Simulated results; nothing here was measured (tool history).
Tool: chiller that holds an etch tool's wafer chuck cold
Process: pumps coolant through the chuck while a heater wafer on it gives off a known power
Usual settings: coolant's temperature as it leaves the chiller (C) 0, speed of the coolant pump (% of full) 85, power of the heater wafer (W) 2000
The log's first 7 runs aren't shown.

run	hour	coolant's temperature as it leaves the chiller (C)	speed of the coolant pump (% of full)	power of the heater wafer (W)	hours since the coolant was changed and the channels were flushed	hours since the pump was overhauled	hours since the chiller's thermometer was calibrated	chuck's temperature once it has settled (C)	how much warmer the coolant comes back (C)
8	652.8	0	85	2000	460	3931	553	21	6.28
9	760	0	73	2000	567	4038	661	23.7	7.35
10	872.9	-9	85	2000	680	4151	774	11.7	6.33
11	934	6	85	2000	741	4212	835	27	6.29
12	1040.5	6	85	2000	847	4319	941	27	6.29
13	1126.9	-9	85	2000	934	4405	1028	12	6.39
14	1229.5	-8	85	2000	1036	4508	1130	13	6.29
15	1313.8	-8	85	2000	1121	4592	1215	12.9	6.31
16	1417	10	85	2000	1224	4695	1318	31	6.37
17	1515.5	10	85	2000	1322	4794	1416	31.1	6.31
18	1595.8	-10	85	1830	1403	4874	1497	9.3	5.79
19	1732.7	6	79	1064	1540	5011	1633	18	3.58
20	1827.6	-3	85	1983	1635	5106	1728	17.8	6.36
21	1905.5	-3	89	1279	1712	5184	1806	9.9	3.88
22	2040	0	90	1009	1847	5318	1941	10.1	3.02
23	2139.6	0	100	1025	1947	5418	2040	9.4	2.74
24	2203.4	0	100	1025	2010	5481	2104	9.3	2.77
25	2297.6	-2	95	1025	2104	5576	2198	8	2.98
26	2397.2	-9	61	2405	2204	5675	2298	24	10.5
27	2502.9	3	61	2405	2310	5781	2404	36.1	10.62
28	2563.1	3	61	2405	2370	5841	2464	35.9	10.48
29	2669	1	74	2000	2476	5947	2570	24.4	7.26
30	2748.2	1	74	2000	2555	6026	2649	24.3	7.18
31	2803.9	0	92	2421	2611	6082	2705	23.8	7.08

Forecast each of these 3 alternatives for the next run:
A	2914.9	-9	92	2421	2722	6193	2816	?	?
B	2914.9	-5	65	1038	2722	6193	2816	?	?
C	2914.9	-8	92	1262	2722	6193	2816	?	?

run	chuck's temperature once it has settled (C)	how much warmer the coolant comes back (C)
A	15	7.02
B	8.7	4.27
C	4.3	3.69
Without the tool's hidden state the same runs would have given:
run	chuck's temperature once it has settled (C)	how much warmer the coolant comes back (C)
A	14.9	7.02
B	8.6	4.26
C	4.3	3.69
